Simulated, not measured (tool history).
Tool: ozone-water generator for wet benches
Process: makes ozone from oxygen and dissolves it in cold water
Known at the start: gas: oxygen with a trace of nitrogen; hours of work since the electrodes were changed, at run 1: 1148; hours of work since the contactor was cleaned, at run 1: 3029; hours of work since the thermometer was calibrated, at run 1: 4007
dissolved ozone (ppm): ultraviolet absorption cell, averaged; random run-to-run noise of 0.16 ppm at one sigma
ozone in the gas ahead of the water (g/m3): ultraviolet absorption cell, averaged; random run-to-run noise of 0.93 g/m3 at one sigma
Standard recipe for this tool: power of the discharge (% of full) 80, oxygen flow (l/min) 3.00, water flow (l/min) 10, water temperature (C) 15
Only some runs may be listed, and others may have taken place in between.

run   hour  power of the discharge (% of full)  oxygen flow (l/min)  water flow (l/min)  water temperature (C)  hours of work since the electrodes were changed  hours of work since the contactor was cleaned  hours of work since the thermometer was calibrated  dissolved ozone (ppm)  ozone in the gas ahead of the water (g/m3)
  1    0.0                                  80                 3.00                  10                     15                                             1148                                           3029                                                4007                   18.5                                       154.4
  2   80.0                                  80                 3.00                  10                     15                                             1197                                           3078                                                4056                   18.7                                       152.8
  3  168.5                                  44                 3.00                  10                     15                                             1250                                           3132                                                4110                   14.0                                       115.0
  4  257.1                                  44                 3.00                  10                     15                                             1304                                           3185                                                4164                   13.8                                       113.9
  5  337.3                                  80                 3.00                  11                     15                                             1353                                           3234                                                4212                   17.5                                       151.8
  6  376.1                                  80                 3.00                  11                     15                                             1376                                           3258                                                4236                   17.3                                       152.2
  7  462.3                                  67                 3.00                  11                     15                                             1429                                           3310                                                4288                   15.6                                       139.1
  8  499.8                                  80                 4.23                  10                      9                                             1452                                           3333                                                4311                   20.9                                       131.3
  9  539.8                                  80                 4.23                   8                     10                                             1476                                           3357                                                4335                   24.8                                       131.4
 10  626.7                                  50                 2.33                   8                     10                                             1529                                           3410                                                4388                   18.4                                       134.6
 11  695.3                                  50                 2.33                   8                     20                                             1570                                           3452                                                4430                   16.0                                       135.6
 12  763.0                                  90                 3.00                  12                     15                                             1611                                           3493                                                4471                   16.8                                       161.1

Predict each of these 5 candidate next runs independently; none follows another, all start after run 12:
  A  819.2                                  80                 3.00                   8                     19                                             1646                                           3527                                                4505                      ?                                           ?
  B  819.2                                  65                 4.75                  12                     17                                             1646                                           3527                                                4505                      ?                                           ?
  C  819.2                                  90                 3.17                   7                     15                                             1646                                           3527                                                4505                      ?                                           ?
  D  819.2                                  41                 4.45                  10                     15                                             1646                                           3527                                                4505                      ?                                           ?
  E  819.2                                  90                 3.00                  11                      7                                             1646                                           3527                                                4505                      ?                                           ?

run  dissolved ozone (ppm)  ozone in the gas ahead of the water (g/m3)
  A                   20.7                                       152.6
  B                   14.2                                       112.4
  C                   25.5                                       158.0
  D                   13.5                                        91.0
  E                   20.1                                       158.5
The same runs, with their run-to-run variation unchanged, on a tool lacking any hidden condition would have given:
run  dissolved ozone (ppm)  ozone in the gas ahead of the water (g/m3)
  A                   22.5                                       157.2
  B                   15.6                                       115.5
  C                   27.7                                       163.0
  D                   14.7                                        92.9
  E                   22.1                                       163.6
